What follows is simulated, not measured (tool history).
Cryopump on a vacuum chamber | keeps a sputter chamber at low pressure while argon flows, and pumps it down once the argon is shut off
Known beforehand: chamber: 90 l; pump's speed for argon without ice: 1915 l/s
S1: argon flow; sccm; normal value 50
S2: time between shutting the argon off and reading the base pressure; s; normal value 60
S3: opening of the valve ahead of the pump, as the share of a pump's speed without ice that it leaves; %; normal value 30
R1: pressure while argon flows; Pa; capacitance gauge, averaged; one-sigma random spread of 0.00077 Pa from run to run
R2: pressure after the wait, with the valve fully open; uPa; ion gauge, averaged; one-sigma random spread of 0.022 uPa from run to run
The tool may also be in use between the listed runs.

run   hour  S1   S2  S3      R1    R2
  1      0  50   60  30  0.1554  1.72
  2     17  50   60  30  0.1554  1.73
  3     33  50   60  30  0.1558   1.8
  4   57.3  50   60  30  0.1564  1.81
  5   80.9  30   60  30  0.0935   1.8
  6   93.7  50   60  30  0.1566  1.75
  7  110.8  50   60  42  0.1133  1.78
  8  125.3  50   60  42  0.1126  1.81
  9  145.6  50   60  30   0.156  1.77
 10  165.2  50   60  30  0.1571  1.75
 11  186.9  50   93  30  0.1571  1.67
 12    204  50   27  30  0.1571  2.36
 13  216.9  50   27  30  0.1582   2.4
 14  235.2  50   27  30  0.1556  2.35
 15  257.8  48   60  30  0.1517   1.8
 16  272.3  50   60  30  0.1584  1.84
 17    301  50   60  30  0.1572  1.82
 18  313.4  60   29  30  0.1899  2.34
 19  344.5  54   56  37  0.1412  1.97
 20  364.1  59  263  16  0.3379  1.55
 21  385.5  59  263  16  0.3398  1.58
 22    403  86   65  51  0.1698  1.88
 23  424.2  50   60  54  0.0949  1.95
 24  442.8  50   60  54  0.0935  1.89
 25  468.9  33   60  31  0.1025  2.02
 26  499.3  23   60  56  0.0423     2
 27  522.1  50   22  30  0.1607  2.76
 28    546  74   41  58   0.134  2.16
 29    559  74   41  58  0.1344  2.14
 30  586.1  74   24  20  0.3482  2.66
 31  615.6  53   29  28  0.1822  2.51
 32  633.3  82   47  40   0.205  2.11
 33  661.6  82   78  47   0.179  1.93
 34  681.4  82   78  47  0.1785  2.02

Some steps in R1 between neighbouring runs. How much of each would the tool show without its hidden state too (settings, what came in, random variation), and how much is left for the hidden state, with any gauge scatter that isn't in both results?
The hidden state here: pump's speed, % of a pump's without ice; cold plate's temperature, K; leak into the chamber, uPa l/s; drift of the gauge itself on working_pa, %; drift of the gauge itself on base_upa, %.
Run 19 -> 20: S1 54 -> 59, S2 56 -> 263, S3 37 -> 16. R1 +0.1967 Pa: hidden state +0.0015, all else +0.1952.
Run 21 -> 22: S1 59 -> 86, S2 263 -> 65, S3 16 -> 51. R1 -0.17 Pa: hidden state +0.0069, all else -0.1769.
Run 22 -> 23: S1 86 -> 50, S2 65 -> 60, S3 51 -> 54. R1 -0.0749 Pa: hidden state -0.0086, all else -0.0663.
Run 26 -> 27: S1 23 -> 50, S2 60 -> 22, S3 56 -> 30. R1 +0.1184 Pa: hidden state +0.0074, all else +0.111.
Run 29 -> 30: S2 41 -> 24, S3 58 -> 20. R1 +0.2138 Pa: hidden state +0.0003, all else +0.2135.
Run 31 -> 32: S1 53 -> 82, S2 29 -> 47, S3 28 -> 40. R1 +0.0228 Pa: hidden state +0.0088, all else +0.014.
